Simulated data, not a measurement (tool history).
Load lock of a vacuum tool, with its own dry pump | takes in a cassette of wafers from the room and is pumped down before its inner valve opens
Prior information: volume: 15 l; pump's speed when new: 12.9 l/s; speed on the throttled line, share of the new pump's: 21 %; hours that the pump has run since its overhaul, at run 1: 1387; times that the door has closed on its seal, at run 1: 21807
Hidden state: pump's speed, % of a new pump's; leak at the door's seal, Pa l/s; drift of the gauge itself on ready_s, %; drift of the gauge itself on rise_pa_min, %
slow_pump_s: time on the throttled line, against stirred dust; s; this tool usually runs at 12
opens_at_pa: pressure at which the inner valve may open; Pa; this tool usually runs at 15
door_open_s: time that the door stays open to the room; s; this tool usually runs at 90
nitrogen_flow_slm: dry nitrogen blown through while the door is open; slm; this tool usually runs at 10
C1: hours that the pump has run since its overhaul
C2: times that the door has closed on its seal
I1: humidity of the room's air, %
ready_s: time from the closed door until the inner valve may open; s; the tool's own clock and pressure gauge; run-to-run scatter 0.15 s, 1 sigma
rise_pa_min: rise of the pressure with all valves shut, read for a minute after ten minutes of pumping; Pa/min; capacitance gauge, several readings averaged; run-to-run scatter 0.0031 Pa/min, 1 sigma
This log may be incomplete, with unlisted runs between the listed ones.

{"run": 1, "day": 0.0, "slow_pump_s": 12, "opens_at_pa": 15, "door_open_s": 90, "nitrogen_flow_slm": 10, "C1": 1387, "C2": 21807, "I1": 44.1, "ready_s": 20, "rise_pa_min": 0.236}
{"run": 2, "day": 4.721, "slow_pump_s": 12, "opens_at_pa": 15, "door_open_s": 90, "nitrogen_flow_slm": 10, "C1": 1500, "C2": 22301, "I1": 48.5, "ready_s": 20, "rise_pa_min": 0.255}
{"run": 3, "day": 10.729, "slow_pump_s": 22, "opens_at_pa": 15, "door_open_s": 90, "nitrogen_flow_slm": 10, "C1": 1645, "C2": 22930, "I1": 47.8, "ready_s": 27.9, "rise_pa_min": 0.259}
{"run": 4, "day": 16.017, "slow_pump_s": 12, "opens_at_pa": 15, "door_open_s": 90, "nitrogen_flow_slm": 10, "C1": 1771, "C2": 23483, "I1": 45.6, "ready_s": 19.8, "rise_pa_min": 0.272}
{"day": 16.371, "done": "door's seal changed, seat wiped"}
{"run": 5, "day": 20.396, "slow_pump_s": 7, "opens_at_pa": 15, "door_open_s": 90, "nitrogen_flow_slm": 10, "C1": 1875, "C2": 421, "I1": 42.2, "ready_s": 16.1, "rise_pa_min": 0.064}
{"run": 6, "day": 23.862, "slow_pump_s": 12, "opens_at_pa": 15, "door_open_s": 90, "nitrogen_flow_slm": 10, "C1": 1958, "C2": 784, "I1": 43.4, "ready_s": 20.1, "rise_pa_min": 0.068}
{"run": 7, "day": 28.246, "slow_pump_s": 12, "opens_at_pa": 15, "door_open_s": 90, "nitrogen_flow_slm": 10, "C1": 2063, "C2": 1243, "I1": 49.5, "ready_s": 19.9, "rise_pa_min": 0.083}
{"run": 8, "day": 31.542, "slow_pump_s": 12, "opens_at_pa": 15, "door_open_s": 90, "nitrogen_flow_slm": 10, "C1": 2143, "C2": 1588, "I1": 44.1, "ready_s": 19.9, "rise_pa_min": 0.063}
{"run": 9, "day": 36.6, "slow_pump_s": 12, "opens_at_pa": 15, "door_open_s": 90, "nitrogen_flow_slm": 10, "C1": 2264, "C2": 2117, "I1": 46.7, "ready_s": 19.9, "rise_pa_min": 0.076}
{"run": 10, "day": 40.308, "slow_pump_s": 12, "opens_at_pa": 15, "door_open_s": 90, "nitrogen_flow_slm": 10, "C1": 2353, "C2": 2505, "I1": 45.4, "ready_s": 20.2, "rise_pa_min": 0.078}
{"run": 11, "day": 46.429, "slow_pump_s": 12, "opens_at_pa": 15, "door_open_s": 90, "nitrogen_flow_slm": 10, "C1": 2500, "C2": 3146, "I1": 44.8, "ready_s": 20, "rise_pa_min": 0.084}
{"run": 12, "day": 50.021, "slow_pump_s": 12, "opens_at_pa": 15, "door_open_s": 73, "nitrogen_flow_slm": 10, "C1": 2586, "C2": 3522, "I1": 47.1, "ready_s": 20.1, "rise_pa_min": 0.072}
{"run": 13, "day": 54.779, "slow_pump_s": 12, "opens_at_pa": 15, "door_open_s": 73, "nitrogen_flow_slm": 10, "C1": 2700, "C2": 4020, "I1": 44.2, "ready_s": 20, "rise_pa_min": 0.065}
{"run": 14, "day": 60.779, "slow_pump_s": 12, "opens_at_pa": 15, "door_open_s": 28, "nitrogen_flow_slm": 10, "C1": 2844, "C2": 4648, "I1": 40.7, "ready_s": 20, "rise_pa_min": 0.048}
{"run": 15, "day": 63.704, "slow_pump_s": 12, "opens_at_pa": 15, "door_open_s": 28, "nitrogen_flow_slm": 10, "C1": 2914, "C2": 4954, "I1": 45.4, "ready_s": 20, "rise_pa_min": 0.056}
{"run": 16, "day": 68.3, "slow_pump_s": 12, "opens_at_pa": 17, "door_open_s": 28, "nitrogen_flow_slm": 10, "C1": 3025, "C2": 5435, "I1": 40.2, "ready_s": 19.7, "rise_pa_min": 0.046}
{"run": 17, "day": 72.333, "slow_pump_s": 12, "opens_at_pa": 17, "door_open_s": 28, "nitrogen_flow_slm": 10, "C1": 3122, "C2": 5857, "I1": 44.7, "ready_s": 19.8, "rise_pa_min": 0.057}
{"run": 18, "day": 75.092, "slow_pump_s": 12, "opens_at_pa": 17, "door_open_s": 28, "nitrogen_flow_slm": 10, "C1": 3188, "C2": 6146, "I1": 50.3, "ready_s": 19.7, "rise_pa_min": 0.061}
{"run": 19, "day": 80.254, "slow_pump_s": 12, "opens_at_pa": 17, "door_open_s": 28, "nitrogen_flow_slm": 10, "C1": 3312, "C2": 6686, "I1": 43.6, "ready_s": 19.7, "rise_pa_min": 0.06}
{"run": 20, "day": 83.233, "slow_pump_s": 9, "opens_at_pa": 15, "door_open_s": 90, "nitrogen_flow_slm": 10, "C1": 3383, "C2": 6998, "I1": 45.4, "ready_s": 17.5, "rise_pa_min": 0.093}
{"run": 21, "day": 88.796, "slow_pump_s": 9, "opens_at_pa": 15, "door_open_s": 90, "nitrogen_flow_slm": 10, "C1": 3517, "C2": 7580, "I1": 45.8, "ready_s": 17.8, "rise_pa_min": 0.101}
{"run": 22, "day": 93.475, "slow_pump_s": 9, "opens_at_pa": 15, "door_open_s": 90, "nitrogen_flow_slm": 10, "C1": 3629, "C2": 8070, "I1": 48.1, "ready_s": 17.7, "rise_pa_min": 0.105}
{"run": 23, "day": 97.688, "slow_pump_s": 9, "opens_at_pa": 15, "door_open_s": 90, "nitrogen_flow_slm": 10, "C1": 3730, "C2": 8511, "I1": 44.2, "ready_s": 17.9, "rise_pa_min": 0.106}
{"run": 24, "day": 100.821, "slow_pump_s": 7, "opens_at_pa": 17, "door_open_s": 224, "nitrogen_flow_slm": 13, "C1": 3805, "C2": 8839, "I1": 48.8, "ready_s": 15.9, "rise_pa_min": 0.167}
{"run": 25, "day": 106.717, "slow_pump_s": 8, "opens_at_pa": 20, "door_open_s": 47, "nitrogen_flow_slm": 5, "C1": 3947, "C2": 9456, "I1": 46, "ready_s": 16.7, "rise_pa_min": 0.096}
{"run": 26, "day": 112.446, "slow_pump_s": 14, "opens_at_pa": 15, "door_open_s": 153, "nitrogen_flow_slm": 11, "C1": 4084, "C2": 10055, "I1": 42.6, "ready_s": 21.5, "rise_pa_min": 0.143}
{"run": 27, "day": 118.621, "slow_pump_s": 13, "opens_at_pa": 12, "door_open_s": 139, "nitrogen_flow_slm": 20, "C1": 4232, "C2": 10701, "I1": 41.3, "ready_s": 21.3, "rise_pa_min": 0.12}
{"run": 28, "day": 124.908, "slow_pump_s": 13, "opens_at_pa": 15, "door_open_s": 139, "nitrogen_flow_slm": 20, "C1": 4383, "C2": 11360, "I1": 45.9, "ready_s": 21.1, "rise_pa_min": 0.142}
{"run": 29, "day": 127.629, "slow_pump_s": 12, "opens_at_pa": 15, "door_open_s": 31, "nitrogen_flow_slm": 18, "C1": 4449, "C2": 11644, "I1": 44.1, "ready_s": 20.3, "rise_pa_min": 0.097}
{"run": 30, "day": 130.925, "slow_pump_s": 12, "opens_at_pa": 15, "door_open_s": 31, "nitrogen_flow_slm": 18, "C1": 4528, "C2": 11989, "I1": 44, "ready_s": 20.1, "rise_pa_min": 0.101}
{"run": 31, "day": 133.55, "slow_pump_s": 9, "opens_at_pa": 28, "door_open_s": 31, "nitrogen_flow_slm": 15, "C1": 4591, "C2": 12264, "I1": 45.3, "ready_s": 17.2, "rise_pa_min": 0.103}
{"run": 32, "day": 138.421, "slow_pump_s": 9, "opens_at_pa": 28, "door_open_s": 31, "nitrogen_flow_slm": 13, "C1": 4708, "C2": 12774, "I1": 42.8, "ready_s": 16.9, "rise_pa_min": 0.109}
{"run": 33, "day": 143.829, "slow_pump_s": 9, "opens_at_pa": 28, "door_open_s": 31, "nitrogen_flow_slm": 13, "C1": 4837, "C2": 13340, "I1": 44.7, "ready_s": 16.6, "rise_pa_min": 0.121}
{"run": 34, "day": 150.125, "slow_pump_s": 14, "opens_at_pa": 23, "door_open_s": 30, "nitrogen_flow_slm": 4, "C1": 4989, "C2": 13999, "I1": 43.4, "ready_s": 21, "rise_pa_min": 0.132}
{"run": 35, "day": 153.179, "slow_pump_s": 14, "opens_at_pa": 23, "door_open_s": 30, "nitrogen_flow_slm": 32, "C1": 5062, "C2": 14318, "I1": 46.8, "ready_s": 21.2, "rise_pa_min": 0.116}
{"run": 36, "day": 159.121, "slow_pump_s": 14, "opens_at_pa": 23, "door_open_s": 30, "nitrogen_flow_slm": 10, "C1": 5204, "C2": 14940, "I1": 44.8, "ready_s": 21.1, "rise_pa_min": 0.136}

4 ways to go on from here, each from the tool as it stands after run 36. What would each give?
{"run": "A", "day": 162.796, "slow_pump_s": 14, "opens_at_pa": 16, "door_open_s": 30, "nitrogen_flow_slm": 10, "C1": 5293, "C2": 15325, "I1": 48.6, "ready_s": "?", "rise_pa_min": "?"}
{"run": "B", "day": 162.796, "slow_pump_s": 21, "opens_at_pa": 18, "door_open_s": 90, "nitrogen_flow_slm": 30, "C1": 5293, "C2": 15325, "I1": 46.7, "ready_s": "?", "rise_pa_min": "?"}
{"run": "C", "day": 162.796, "slow_pump_s": 10, "opens_at_pa": 15, "door_open_s": 28, "nitrogen_flow_slm": 13, "C1": 5293, "C2": 15325, "I1": 45.2, "ready_s": "?", "rise_pa_min": "?"}
{"run": "D", "day": 162.796, "slow_pump_s": 17, "opens_at_pa": 23, "door_open_s": 58, "nitrogen_flow_slm": 13, "C1": 5293, "C2": 15325, "I1": 41.3, "ready_s": "?", "rise_pa_min": "?"}

run=A ready_s=21.9 rise_pa_min=0.136
run=B ready_s=27.1 rise_pa_min=0.155
run=C ready_s=18.7 rise_pa_min=0.14
run=D ready_s=23.6 rise_pa_min=0.149
Without the tool's hidden state the same runs would have given:
run=A ready_s=21.5 rise_pa_min=0.03
run=B ready_s=26.9 rise_pa_min=0.05
run=C ready_s=18.3 rise_pa_min=0.033
run=D ready_s=23.3 rise_pa_min=0.044
